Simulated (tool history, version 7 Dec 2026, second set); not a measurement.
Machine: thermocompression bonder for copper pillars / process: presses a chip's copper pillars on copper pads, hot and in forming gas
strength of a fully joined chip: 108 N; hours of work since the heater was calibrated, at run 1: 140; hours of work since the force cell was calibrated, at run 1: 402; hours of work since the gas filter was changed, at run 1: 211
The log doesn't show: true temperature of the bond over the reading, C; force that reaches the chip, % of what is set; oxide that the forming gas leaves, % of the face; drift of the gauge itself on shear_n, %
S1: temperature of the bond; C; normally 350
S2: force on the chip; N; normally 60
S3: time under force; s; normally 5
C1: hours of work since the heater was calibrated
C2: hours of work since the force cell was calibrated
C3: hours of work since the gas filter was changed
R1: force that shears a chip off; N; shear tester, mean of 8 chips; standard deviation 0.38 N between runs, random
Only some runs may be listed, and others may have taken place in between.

Run 1, hour 0: usual settings; C1 140; C2 402; C3 211. Result: R1 42 N.
Run 2, hour 20: usual settings; C1 154; C2 415; C3 224. Result: R1 42.1 N.
Run 3, hour 36.9: usual settings but S2 59 N; C1 165; C2 426; C3 235. Result: R1 41.2 N.
Run 4, hour 52.4: usual settings but S1 321 C; C1 175; C2 437; C3 246. Result: R1 30.4 N.
Run 5, hour 61.9: usual settings but S1 321 C; C1 182; C2 443; C3 252. Result: R1 30.2 N.
Run 6, hour 79.2: usual settings but S1 321 C, S2 59 N; C1 193; C2 455; C3 263. Result: R1 29.6 N.
Run 7, hour 99.1: usual settings but S1 321 C, S2 59 N; C1 206; C2 468; C3 277. Result: R1 30 N.
Run 8, hour 116.2: usual settings but S1 321 C, S2 59 N; C1 218; C2 479; C3 288. Result: R1 29.2 N.
Run 9, hour 126: usual settings; C1 224; C2 486; C3 295. Result: R1 42 N.
Run 10, hour 136.4: usual settings but S2 47 N; C1 231; C2 493; C3 302. Result: R1 34.6 N.
Run 11, hour 148.5: usual settings; C1 239; C2 501; C3 310. Result: R1 41.6 N.
Run 12, hour 167.5: usual settings; C1 252; C2 513; C3 322. Result: R1 42.1 N.
At hour 177.6: forming gas filter changed.
Run 13, hour 183.2: usual settings; C1 262; C2 524; C3 4. Result: R1 44.1 N.
Run 14, hour 196.4: usual settings; C1 271; C2 532; C3 13. Result: R1 44.3 N.
Run 15, hour 206.8: usual settings; C1 278; C2 539; C3 19. Result: R1 44.2 N.
Run 16, hour 220.9: usual settings; C1 287; C2 549; C3 29. Result: R1 44 N.
Run 17, hour 235.1: usual settings; C1 297; C2 558; C3 38. Result: R1 43.8 N.
Run 18, hour 254.1: usual settings; C1 310; C2 571; C3 51. Result: R1 44 N.
Run 19, hour 268.5: usual settings; C1 319; C2 581; C3 61. Result: R1 43.7 N.
Run 20, hour 282.8: usual settings but S1 352 C; C1 329; C2 590; C3 70. Result: R1 45.1 N.
Run 21, hour 302.4: usual settings but S1 361 C, S3 12 s; C1 342; C2 603; C3 83. Result: R1 65.3 N.
Run 22, hour 316.5: usual settings but S1 325 C, S2 36 N, S3 10 s; C1 351; C2 613; C3 93. Result: R1 28.8 N.
Run 23, hour 330.7: usual settings but S1 325 C, S2 36 N, S3 11 s; C1 361; C2 622; C3 102. Result: R1 31.1 N.
Run 24, hour 348.1: usual settings but S1 373 C, S2 74 N, S3 11 s; C1 372; C2 634; C3 114. Result: R1 77.4 N.
Run 25, hour 368.5: usual settings but S1 373 C, S2 74 N, S3 11 s; C1 386; C2 647; C3 127. Result: R1 76.7 N.
Run 26, hour 386.2: usual settings but S1 343 C; C1 398; C2 659; C3 139. Result: R1 40.4 N.
Run 27, hour 405.1: usual settings but S1 339 C, S3 12 s; C1 410; C2 672; C3 152. Result: R1 53.4 N.
Run 28, hour 413.5: usual settings but S1 355 C, S2 38 N, S3 3 s; C1 416; C2 677; C3 157. Result: R1 26.1 N.
Run 29, hour 429.1: usual settings but S1 355 C, S2 38 N, S3 3 s; C1 427; C2 688; C3 168. Result: R1 25.7 N.
Run 30, hour 439.9: usual settings but S1 352 C, S2 38 N, S3 3 s; C1 434; C2 695; C3 175. Result: R1 24.7 N.
Run 31, hour 458.2: usual settings but S1 363 C, S2 57 N, S3 3 s; C1 446; C2 707; C3 187. Result: R1 39.7 N.
Run 32, hour 468.9: usual settings but S2 42 N; C1 453; C2 714; C3 194. Result: R1 33.5 N.
Run 33, hour 487.8: usual settings but S1 338 C, S3 10 s; C1 466; C2 727; C3 207. Result: R1 49.5 N.
Run 34, hour 505.7: usual settings but S1 336 C, S2 70 N, S3 4 s; C1 478; C2 739; C3 219. Result: R1 38.6 N.
Run 35, hour 519.6: usual settings but S1 353 C, S2 49 N; C1 487; C2 748; C3 228. Result: R1 38.3 N.
Run 36, hour 539.7: usual settings but S2 49 N; C1 500; C2 762; C3 242. Result: R1 37.7 N.
Run 37, hour 558: usual settings but S1 365 C, S2 69 N, S3 14 s; C1 513; C2 774; C3 254. Result: R1 75.7 N.
Run 38, hour 569.5: usual settings but S1 365 C, S2 41 N, S3 4 s; C1 520; C2 782; C3 262. Result: R1 35.3 N.
Run 39, hour 583.9: usual settings but S1 321 C, S2 77 N, S3 11 s; C1 530; C2 791; C3 271. Result: R1 51.9 N.

For each run, the measured value with the value that run would have given without the tool's hidden condition subtracted. The run-to-run variation is shared by both, the gauge scatter possibly not:
run    R1
  1    -1
  2  -1.1
  3    -1
  4  -0.6
  5  -0.6
  6  -0.7
  7  -0.6
  8  -0.6
  9    -1
 10  -0.8
 11  -1.1
 12    -1
 13  +1.2
 14  +1.2
 15  +1.2
 16  +1.2
 17  +1.1
 18  +1.2
 19  +1.1
 20  +1.2
 21  +1.1
 22  +1.1
 23  +1.1
 24  +0.7
 25  +0.6
 26  +1.2
 27  +1.2
 28  +0.9
 29  +0.8
 30  +0.9
 31  +1.1
 32  +1.1
 33  +1.3
 34  +1.2
 35  +1.1
 36  +1.1
 37  +0.1
 38    +1
 39  +1.3
